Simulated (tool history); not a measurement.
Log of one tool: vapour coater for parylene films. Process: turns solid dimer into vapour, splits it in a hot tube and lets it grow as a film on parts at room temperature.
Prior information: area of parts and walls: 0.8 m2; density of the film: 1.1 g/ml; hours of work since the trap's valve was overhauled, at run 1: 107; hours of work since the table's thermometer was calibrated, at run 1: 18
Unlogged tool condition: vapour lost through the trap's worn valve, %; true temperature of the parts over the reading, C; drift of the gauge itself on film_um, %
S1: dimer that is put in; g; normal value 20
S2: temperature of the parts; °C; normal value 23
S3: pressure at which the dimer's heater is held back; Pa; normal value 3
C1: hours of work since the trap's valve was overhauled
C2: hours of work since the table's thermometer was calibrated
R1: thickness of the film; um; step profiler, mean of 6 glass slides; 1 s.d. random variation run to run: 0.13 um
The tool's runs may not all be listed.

run 1 hour=0 | S1=20 S2=23 S3=3 | C1=107 C2=18 | R1=16.95
run 2 hour=47.5 | S1=20 S2=23 S3=3 | C1=132 C2=43 | R1=16.59
run 3 hour=83.2 | S1=20 S2=23 S3=3 | C1=151 C2=62 | R1=16.91
run 4 hour=136.5 | S1=20 S2=23 S3=3 | C1=179 C2=90 | R1=16.72
run 5 hour=184.5 | S1=20 S2=23 S3=3 | C1=204 C2=115 | R1=16.93
run 6 hour=215.9 | S1=20 S2=23 S3=3 | C1=220 C2=131 | R1=16.58
-- hour=240.7 trap's valve overhauled
run 7 hour=270.7 | S1=20 S2=23 S3=3 | C1=16 C2=158 | R1=16.64
run 8 hour=311.2 | S1=20 S2=35 S3=3 | C1=37 C2=179 | R1=10.64
run 9 hour=349.5 | S1=20 S2=35 S3=3 | C1=57 C2=199 | R1=10.57
run 10 hour=393.5 | S1=14 S2=23 S3=3 | C1=80 C2=222 | R1=11.67
run 11 hour=445.6 | S1=14 S2=23 S3=3 | C1=107 C2=249 | R1=11.77
run 12 hour=495.1 | S1=20 S2=26 S3=3 | C1=133 C2=275 | R1=14.96
run 13 hour=522.9 | S1=20 S2=23 S3=3 | C1=148 C2=290 | R1=16.79
run 14 hour=575.6 | S1=20 S2=23 S3=3 | C1=175 C2=317 | R1=16.69
run 15 hour=625.9 | S1=20 S2=28 S3=3 | C1=202 C2=344 | R1=13.88
run 16 hour=666.5 | S1=20 S2=23 S3=11.95 | C1=223 C2=365 | R1=12.9
-- hour=685.3 trap's valve overhauled
run 17 hour=722.8 | S1=20 S2=23 S3=11.95 | C1=20 C2=392 | R1=13.09
run 18 hour=774.4 | S1=20 S2=23 S3=11.95 | C1=47 C2=419 | R1=13
run 19 hour=819.1 | S1=20 S2=23 S3=11.95 | C1=70 C2=443 | R1=13.09
run 20 hour=866.5 | S1=20 S2=23 S3=11.95 | C1=95 C2=467 | R1=13.09
run 21 hour=908.8 | S1=31 S2=20 S3=5.14 | C1=117 C2=489 | R1=26.59
run 22 hour=933.3 | S1=12 S2=23 S3=4.13 | C1=130 C2=502 | R1=9.52
run 23 hour=967.7 | S1=12 S2=23 S3=4.13 | C1=148 C2=520 | R1=9.39
run 24 hour=1020.5 | S1=35 S2=23 S3=8.97 | C1=175 C2=548 | R1=24.11
run 25 hour=1072 | S1=9 S2=23 S3=4.47 | C1=202 C2=575 | R1=7.11
run 26 hour=1112.2 | S1=26 S2=22 S3=4.47 | C1=223 C2=596 | R1=21.24
-- hour=1131.7 trap's valve overhauled
run 27 hour=1159.5 | S1=15 S2=23 S3=4.58 | C1=15 C2=618 | R1=11.77
run 28 hour=1202.4 | S1=15 S2=28 S3=2.66 | C1=37 C2=641 | R1=10.65
run 29 hour=1237 | S1=20 S2=24 S3=2.3 | C1=55 C2=659 | R1=16.93
run 30 hour=1289 | S1=20 S2=33 S3=2.3 | C1=82 C2=686 | R1=11.96
run 31 hour=1339.5 | S1=16 S2=26 S3=10.11 | C1=109 C2=713 | R1=9.61
run 32 hour=1372.8 | S1=16 S2=26 S3=10.11 | C1=126 C2=730 | R1=9.66
run 33 hour=1401.7 | S1=13 S2=22 S3=3.66 | C1=141 C2=745 | R1=10.9
run 34 hour=1446.7 | S1=17 S2=21 S3=5.3 | C1=165 C2=769 | R1=13.7
run 35 hour=1481.6 | S1=17 S2=21 S3=5.3 | C1=183 C2=787 | R1=14.04
run 36 hour=1505.2 | S1=17 S2=21 S3=5.3 | C1=195 C2=799 | R1=13.74
run 37 hour=1557.1 | S1=20 S2=15 S3=2.12 | C1=222 C2=826 | R1=22.18
-- hour=1576.2 trap's valve overhauled
run 38 hour=1596.3 | S1=20 S2=15 S3=2.12 | C1=11 C2=845 | R1=22.38

Consider 5 possible next runs. They are alternatives, not a sequence: every one starts from the tool as it was left by run 38. What does each give?
run A hour=1632.7 | S1=35 S2=24 S3=3.01 | C1=30 C2=864 | R1=?
run B hour=1632.7 | S1=20 S2=23 S3=9.39 | C1=30 C2=864 | R1=?
run C hour=1632.7 | S1=22 S2=20 S3=5.88 | C1=30 C2=864 | R1=?
run D hour=1632.7 | S1=16 S2=34 S3=3.37 | C1=30 C2=864 | R1=?
run E hour=1632.7 | S1=20 S2=23 S3=3.08 | C1=30 C2=864 | R1=?

run=A R1=28.3
run=B R1=13.76
run=C R1=18.48
run=D R1=8.66
run=E R1=16.47
With the hidden condition removed and each run's random variation left untouched, the same runs would have given:
run=A R1=28.3
run=B R1=13.77
run=C R1=18.48
run=D R1=8.66
run=E R1=16.48

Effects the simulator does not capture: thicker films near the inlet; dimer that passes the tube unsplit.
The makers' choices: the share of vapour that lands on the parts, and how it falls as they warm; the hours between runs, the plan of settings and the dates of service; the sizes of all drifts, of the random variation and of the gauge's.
